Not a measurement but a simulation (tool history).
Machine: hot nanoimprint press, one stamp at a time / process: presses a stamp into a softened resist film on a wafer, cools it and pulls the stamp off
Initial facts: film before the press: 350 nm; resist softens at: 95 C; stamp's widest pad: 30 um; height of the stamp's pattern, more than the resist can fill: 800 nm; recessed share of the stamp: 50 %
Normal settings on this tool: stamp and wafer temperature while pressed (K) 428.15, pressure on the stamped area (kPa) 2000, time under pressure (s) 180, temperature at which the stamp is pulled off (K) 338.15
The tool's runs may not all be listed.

run	hour	stamp and wafer temperature while pressed (K)	pressure on the stamped area (kPa)	time under pressure (s)	temperature at which the stamp is pulled off (K)	resist left under the stamp's widest pad (Å)	greatest force while the stamp is pulled off (N)
1	0	428.15	2000	180	338.15	1831	204
2	57	428.15	2000	180	338.15	1841	207
3	91.8	428.15	2000	180	338.15	1828	213
4	139.6	428.15	2000	180	338.15	1846	215
5	207.3	428.15	2000	180	338.15	1840	217
6	257.8	428.15	2000	180	338.15	1851	220
7	327.8	428.15	2820	180	338.15	1614	227
8	386	428.15	1630	187	338.15	1988	228
9	457.2	428.15	1630	187	338.15	2006	237
10	525.6	418.15	1450	212	336.15	2655	249
# hour 603.8: stamp cleaned and given a new release coat
11	613.9	417.15	1450	106	338.15	3044	214
12	663.3	428.15	1600	180	338.15	2050	213

Expected results for the next run?
13	721.3	428.15	2000	180	339.15	?	?

{"run 13": {"resist left under the stamp's widest pad (Å)": 1885, "greatest force while the stamp is pulled off (N)": 215}}
Had the tool carried no hidden state, the very same run would have given resist left under the stamp's widest pad (Å) 1798, greatest force while the stamp is pulled off (N) 204.
